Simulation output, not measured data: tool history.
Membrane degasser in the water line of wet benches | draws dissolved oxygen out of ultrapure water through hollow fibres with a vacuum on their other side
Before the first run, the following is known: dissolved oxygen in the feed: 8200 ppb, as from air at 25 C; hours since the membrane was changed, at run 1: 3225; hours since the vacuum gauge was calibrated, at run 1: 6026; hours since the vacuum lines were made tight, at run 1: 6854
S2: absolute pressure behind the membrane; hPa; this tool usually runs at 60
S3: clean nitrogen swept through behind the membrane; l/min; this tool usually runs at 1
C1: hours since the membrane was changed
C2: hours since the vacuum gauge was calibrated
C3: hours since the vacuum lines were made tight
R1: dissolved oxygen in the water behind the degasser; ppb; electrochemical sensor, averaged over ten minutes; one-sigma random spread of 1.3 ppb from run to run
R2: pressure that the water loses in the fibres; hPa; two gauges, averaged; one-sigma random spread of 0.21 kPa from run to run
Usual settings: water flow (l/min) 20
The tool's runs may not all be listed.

run 1 hour=0 | water_flow_(l/min)=20 S2=60 S3=1 | C1=3225 C2=6026 C3=6854 | R1=128.3 R2=502.3
run 2 hour=138.9 | water_flow_(l/min)=20 S2=60 S3=1 | C1=3364 C2=6165 C3=6992 | R1=123 R2=500.4
-- hour=180.4 seals of the vacuum lines changed
run 3 hour=252.9 | water_flow_(l/min)=20 S2=60 S3=1 | C1=3476 C2=6277 C3=72 | R1=123.3 R2=503.4
run 4 hour=382.2 | water_flow_(l/min)=20 S2=87.2 S3=1 | C1=3605 C2=6406 C3=202 | R1=241.3 R2=500.9
run 5 hour=448.8 | water_flow_(l/min)=20 S2=60 S3=1 | C1=3672 C2=6473 C3=268 | R1=123.7 R2=500.2
run 6 hour=541.4 | water_flow_(l/min)=20 S2=60 S3=1 | C1=3764 C2=6565 C3=361 | R1=124.6 R2=495.9
run 7 hour=664.1 | water_flow_(l/min)=20 S2=60 S3=1 | C1=3887 C2=6688 C3=484 | R1=127.3 R2=495.6
run 8 hour=799.3 | water_flow_(l/min)=20 S2=60 S3=1 | C1=4022 C2=6823 C3=619 | R1=122.7 R2=500.6
run 9 hour=910 | water_flow_(l/min)=20 S2=60 S3=1 | C1=4133 C2=6934 C3=730 | R1=126.5 R2=498.2
run 10 hour=1043.9 | water_flow_(l/min)=20 S2=60 S3=1 | C1=4267 C2=7068 C3=864 | R1=125 R2=499.6
run 11 hour=1138.2 | water_flow_(l/min)=20 S2=60 S3=1 | C1=4361 C2=7162 C3=958 | R1=123 R2=496.6
run 12 hour=1235.2 | water_flow_(l/min)=20 S2=60 S3=1.81 | C1=4458 C2=7259 C3=1055 | R1=74.7 R2=499.7
run 13 hour=1319.7 | water_flow_(l/min)=20 S2=60 S3=2.32 | C1=4543 C2=7344 C3=1139 | R1=59.3 R2=498.5
run 14 hour=1465.1 | water_flow_(l/min)=20 S2=60 S3=2.32 | C1=4688 C2=7489 C3=1285 | R1=57.9 R2=494.4
run 15 hour=1609.1 | water_flow_(l/min)=20 S2=60 S3=0.67 | C1=4832 C2=7633 C3=1429 | R1=173.9 R2=497
run 16 hour=1731.2 | water_flow_(l/min)=20 S2=60 S3=0.67 | C1=4954 C2=7755 C3=1551 | R1=177.3 R2=494.1
-- hour=1801.4 vacuum gauge calibrated
run 17 hour=1853.9 | water_flow_(l/min)=15 S2=60 S3=0.74 | C1=5076 C2=53 C3=1673 | R1=124.8 R2=371.8
run 18 hour=1940.4 | water_flow_(l/min)=15 S2=60 S3=0.74 | C1=5163 C2=139 C3=1760 | R1=126.3 R2=373.2
run 19 hour=2040.7 | water_flow_(l/min)=15 S2=60 S3=0.74 | C1=5263 C2=239 C3=1860 | R1=124.8 R2=372.9
run 20 hour=2157.6 | water_flow_(l/min)=17 S2=139 S3=1 | C1=5380 C2=356 C3=1977 | R1=397.2 R2=419.1
run 21 hour=2227.5 | water_flow_(l/min)=20 S2=45.3 S3=1 | C1=5450 C2=426 C3=2047 | R1=61.6 R2=494.5
run 22 hour=2357.2 | water_flow_(l/min)=21 S2=69.1 S3=1 | C1=5580 C2=556 C3=2176 | R1=170.9 R2=522
run 23 hour=2480.8 | water_flow_(l/min)=31 S2=60 S3=2.64 | C1=5703 C2=679 C3=2300 | R1=93.7 R2=765
run 24 hour=2605.5 | water_flow_(l/min)=20 S2=115.4 S3=0.44 | C1=5828 C2=804 C3=2425 | R1=690.8 R2=494
run 25 hour=2688.1 | water_flow_(l/min)=20 S2=115.4 S3=1.16 | C1=5910 C2=887 C3=2507 | R1=317 R2=490.8
run 26 hour=2766.3 | water_flow_(l/min)=21 S2=60 S3=1 | C1=5989 C2=965 C3=2585 | R1=131.9 R2=517.9
run 27 hour=2863.6 | water_flow_(l/min)=30 S2=62.3 S3=2.09 | C1=6086 C2=1062 C3=2683 | R1=114.5 R2=737.6
run 28 hour=2962.5 | water_flow_(l/min)=14 S2=144.8 S3=0.51 | C1=6185 C2=1161 C3=2782 | R1=626 R2=343.9
run 29 hour=3069.6 | water_flow_(l/min)=27 S2=60 S3=2.88 | C1=6292 C2=1268 C3=2889 | R1=70.3 R2=664.9
run 30 hour=3217.8 | water_flow_(l/min)=31 S2=144.4 S3=1.36 | C1=6440 C2=1416 C3=3037 | R1=540.6 R2=758.9
run 31 hour=3350.8 | water_flow_(l/min)=31 S2=52.4 S3=1.36 | C1=6573 C2=1549 C3=3170 | R1=117.8 R2=761.8
run 32 hour=3442.5 | water_flow_(l/min)=19 S2=51.5 S3=1.12 | C1=6665 C2=1641 C3=3262 | R1=76.3 R2=467.2

Alternative continuations, all from the tool just after run 32; predict every row:
run A hour=3547.5 | water_flow_(l/min)=31 S2=120.2 S3=2.99 | C1=6770 C2=1746 C3=3367 | R1=? R2=?
run B hour=3547.5 | water_flow_(l/min)=19 S2=64.1 S3=1.12 | C1=6770 C2=1746 C3=3367 | R1=? R2=?
run C hour=3547.5 | water_flow_(l/min)=26 S2=98.1 S3=1.12 | C1=6770 C2=1746 C3=3367 | R1=? R2=?
run D hour=3547.5 | water_flow_(l/min)=17 S2=57 S3=2.38 | C1=6770 C2=1746 C3=3367 | R1=? R2=?

run=A R1=222.2 R2=761
run=B R1=122.8 R2=470.1
run=C R1=332.1 R2=637.2
run=D R1=43.5 R2=420.7
Take away the tool's hidden state, keep each run's random variation, and the runs would have read:
run=A R1=222.1 R2=777.5
run=B R1=122.8 R2=480.3
run=C R1=332 R2=651
run=D R1=43.5 R2=429.8
